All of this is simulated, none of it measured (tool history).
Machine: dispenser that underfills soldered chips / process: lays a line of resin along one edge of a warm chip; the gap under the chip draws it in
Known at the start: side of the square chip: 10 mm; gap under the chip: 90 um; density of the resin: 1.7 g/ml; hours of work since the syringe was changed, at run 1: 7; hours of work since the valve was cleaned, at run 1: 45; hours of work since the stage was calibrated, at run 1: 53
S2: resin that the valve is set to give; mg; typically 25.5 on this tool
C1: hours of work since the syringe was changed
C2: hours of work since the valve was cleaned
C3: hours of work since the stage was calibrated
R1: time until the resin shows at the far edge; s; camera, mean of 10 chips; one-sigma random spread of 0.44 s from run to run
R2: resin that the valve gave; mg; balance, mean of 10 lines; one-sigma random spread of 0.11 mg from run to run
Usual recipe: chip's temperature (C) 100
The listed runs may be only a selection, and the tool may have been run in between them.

{"run": 1, "day": 0.0, "chip's temperature (C)": 100, "S2": 25.5, "C1": 7, "C2": 45, "C3": 53, "R1": 47.7, "R2": 24.74}
{"day": 0.042, "done": "new syringe of resin"}
{"run": 2, "day": 0.329, "chip's temperature (C)": 100, "S2": 25.5, "C1": 5, "C2": 50, "C3": 58, "R1": 41.4, "R2": 24.73}
{"day": 0.517, "done": "new syringe of resin"}
{"run": 3, "day": 0.517, "chip's temperature (C)": 100, "S2": 25.5, "C1": 0, "C2": 53, "C3": 61, "R1": 31.0, "R2": 24.73}
{"run": 4, "day": 0.696, "chip's temperature (C)": 100, "S2": 25.5, "C1": 3, "C2": 56, "C3": 64, "R1": 36.5, "R2": 24.56}
{"run": 5, "day": 0.862, "chip's temperature (C)": 100, "S2": 25.5, "C1": 6, "C2": 59, "C3": 67, "R1": 43.1, "R2": 24.73}
{"day": 1.017, "done": "new syringe of resin"}
{"run": 6, "day": 1.054, "chip's temperature (C)": 100, "S2": 25.5, "C1": 1, "C2": 62, "C3": 70, "R1": 32.1, "R2": 24.55}
{"run": 7, "day": 1.275, "chip's temperature (C)": 99, "S2": 25.9, "C1": 4, "C2": 66, "C3": 74, "R1": 40.6, "R2": 25.03}
{"day": 1.492, "done": "new syringe of resin"}
{"run": 8, "day": 1.596, "chip's temperature (C)": 99, "S2": 25.9, "C1": 2, "C2": 71, "C3": 79, "R1": 35.7, "R2": 24.85}

Expected results for the next run?
{"run": 9, "day": 1.862, "chip's temperature (C)": 108, "S2": 30.6, "C1": 6, "C2": 76, "C3": 84, "R1": "?", "R2": "?"}

{"run 9": {"R1": 33.5, "R2": 29.55}}
With no hidden state in the tool, this same run would have given R1 23.9 s, R2 30.75 mg.
